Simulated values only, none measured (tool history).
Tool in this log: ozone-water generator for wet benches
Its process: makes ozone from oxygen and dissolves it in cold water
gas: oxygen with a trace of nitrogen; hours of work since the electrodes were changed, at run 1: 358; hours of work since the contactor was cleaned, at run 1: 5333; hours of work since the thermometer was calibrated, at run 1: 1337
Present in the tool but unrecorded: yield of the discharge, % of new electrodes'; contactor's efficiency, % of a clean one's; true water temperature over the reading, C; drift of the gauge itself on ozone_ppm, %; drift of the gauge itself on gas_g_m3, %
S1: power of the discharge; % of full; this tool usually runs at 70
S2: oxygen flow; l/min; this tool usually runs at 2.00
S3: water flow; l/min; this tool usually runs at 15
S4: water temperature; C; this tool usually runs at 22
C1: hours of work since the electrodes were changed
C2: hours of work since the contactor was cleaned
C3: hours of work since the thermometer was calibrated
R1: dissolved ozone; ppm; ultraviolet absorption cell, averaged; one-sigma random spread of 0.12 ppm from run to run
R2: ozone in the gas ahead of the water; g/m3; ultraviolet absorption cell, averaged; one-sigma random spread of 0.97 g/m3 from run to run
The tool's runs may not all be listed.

{"run": 1, "hour": 0.0, "S1": 70, "S2": 2.0, "S3": 15, "S4": 22, "C1": 358, "C2": 5333, "C3": 1337, "R1": 11.0, "R2": 165.3}
{"run": 2, "hour": 93.4, "S1": 70, "S2": 2.0, "S3": 15, "S4": 22, "C1": 418, "C2": 5393, "C3": 1398, "R1": 11.2, "R2": 163.0}
{"run": 3, "hour": 216.1, "S1": 70, "S2": 2.0, "S3": 15, "S4": 22, "C1": 497, "C2": 5473, "C3": 1477, "R1": 10.9, "R2": 163.5}
{"run": 4, "hour": 334.7, "S1": 40, "S2": 2.0, "S3": 15, "S4": 22, "C1": 574, "C2": 5549, "C3": 1553, "R1": 7.3, "R2": 106.6}
{"run": 5, "hour": 422.5, "S1": 40, "S2": 2.0, "S3": 15, "S4": 22, "C1": 630, "C2": 5606, "C3": 1610, "R1": 7.4, "R2": 106.8}
{"run": 6, "hour": 510.1, "S1": 40, "S2": 2.0, "S3": 15, "S4": 22, "C1": 687, "C2": 5662, "C3": 1666, "R1": 7.3, "R2": 107.3}
{"run": 7, "hour": 590.1, "S1": 70, "S2": 2.0, "S3": 15, "S4": 22, "C1": 738, "C2": 5714, "C3": 1718, "R1": 11.3, "R2": 161.2}
{"run": 8, "hour": 704.4, "S1": 70, "S2": 2.99, "S3": 15, "S4": 22, "C1": 812, "C2": 5787, "C3": 1791, "R1": 11.8, "R2": 134.4}
{"hour": 718.2, "done": "contactor cleaned"}
{"run": 9, "hour": 819.5, "S1": 64, "S2": 1.95, "S3": 10, "S4": 28, "C1": 884, "C2": 65, "C3": 1863, "R1": 12.8, "R2": 153.0}
{"run": 10, "hour": 869.6, "S1": 64, "S2": 1.95, "S3": 10, "S4": 28, "C1": 916, "C2": 98, "C3": 1895, "R1": 12.9, "R2": 152.7}
{"run": 11, "hour": 920.8, "S1": 64, "S2": 1.95, "S3": 10, "S4": 28, "C1": 949, "C2": 131, "C3": 1928, "R1": 13.2, "R2": 152.2}
{"run": 12, "hour": 977.0, "S1": 64, "S2": 1.55, "S3": 18, "S4": 27, "C1": 985, "C2": 167, "C3": 1965, "R1": 7.7, "R2": 171.9}
{"run": 13, "hour": 1041.4, "S1": 42, "S2": 2.18, "S3": 15, "S4": 26, "C1": 1027, "C2": 208, "C3": 2006, "R1": 7.2, "R2": 106.6}
{"run": 14, "hour": 1148.6, "S1": 92, "S2": 2.18, "S3": 15, "S4": 17, "C1": 1096, "C2": 277, "C3": 2075, "R1": 14.0, "R2": 188.5}
{"run": 15, "hour": 1210.8, "S1": 50, "S2": 2.0, "S3": 15, "S4": 18, "C1": 1136, "C2": 318, "C3": 2115, "R1": 8.8, "R2": 124.7}
{"run": 16, "hour": 1273.0, "S1": 50, "S2": 2.0, "S3": 19, "S4": 18, "C1": 1176, "C2": 358, "C3": 2155, "R1": 6.9, "R2": 124.6}

Measured minus without-hidden-state, run by run (identical run-to-run variation in each term; gauge scatter may differ):
run=1 R1=-0.8 R2=-1.5
run=2 R1=-0.8 R2=-1.7
run=3 R1=-0.9 R2=-2.0
run=4 R1=-0.5 R2=-0.9
run=5 R1=-0.6 R2=-0.9
run=6 R1=-0.6 R2=-1.0
run=7 R1=-1.0 R2=-3.0
run=8 R1=-1.1 R2=-2.8
run=9 R1=-1.3 R2=-3.2
run=10 R1=-1.2 R2=-3.3
run=11 R1=-1.3 R2=-3.4
run=12 R1=-0.9 R2=-4.0
run=13 R1=-0.8 R2=-1.7
run=14 R1=-1.8 R2=-6.3
run=15 R1=-1.0 R2=-2.7
run=16 R1=-0.9 R2=-2.8
